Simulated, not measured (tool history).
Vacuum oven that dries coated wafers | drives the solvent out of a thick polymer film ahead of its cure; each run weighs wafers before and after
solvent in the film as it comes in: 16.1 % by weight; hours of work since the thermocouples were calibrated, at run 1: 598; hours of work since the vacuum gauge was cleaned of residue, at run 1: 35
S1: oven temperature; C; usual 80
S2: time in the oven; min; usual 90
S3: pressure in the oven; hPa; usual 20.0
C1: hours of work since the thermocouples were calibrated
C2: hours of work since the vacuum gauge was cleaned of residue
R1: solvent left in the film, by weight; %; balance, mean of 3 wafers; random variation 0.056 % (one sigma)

run   hour  S1  S2    S3   C1   C2    R1
  1    0.0  80  90  20.0  598   35  2.57
  2   16.6  80  90  20.0  605   42  2.64
  3   29.0  78  90  20.0  610   47  3.14
  4   45.8  78  90  20.0  617   54  3.09
  5   72.5  80  87  20.0  627   64  2.79
  6   87.1  80  87  20.0  633   70  2.85
  7  111.9  80  87  20.0  643   80  2.75
  8  128.7  89  90  20.0  650   87  1.27
  9  149.2  89  90  20.0  658   95  1.21
 10  168.7  89  90  20.0  666  103  1.36
 11  181.9  89  90  20.0  672  109  1.38
 12  203.1  80  90  20.0  680  117  2.65
 13  222.5  80  90  20.0  688  125  2.60

Forecast run 14:
 14  240.0  90  129  34.9  695  132   ?

Run 14 gave R1 1.52 %.
Without the tool's hidden state the same run would have given R1 1.44 %.
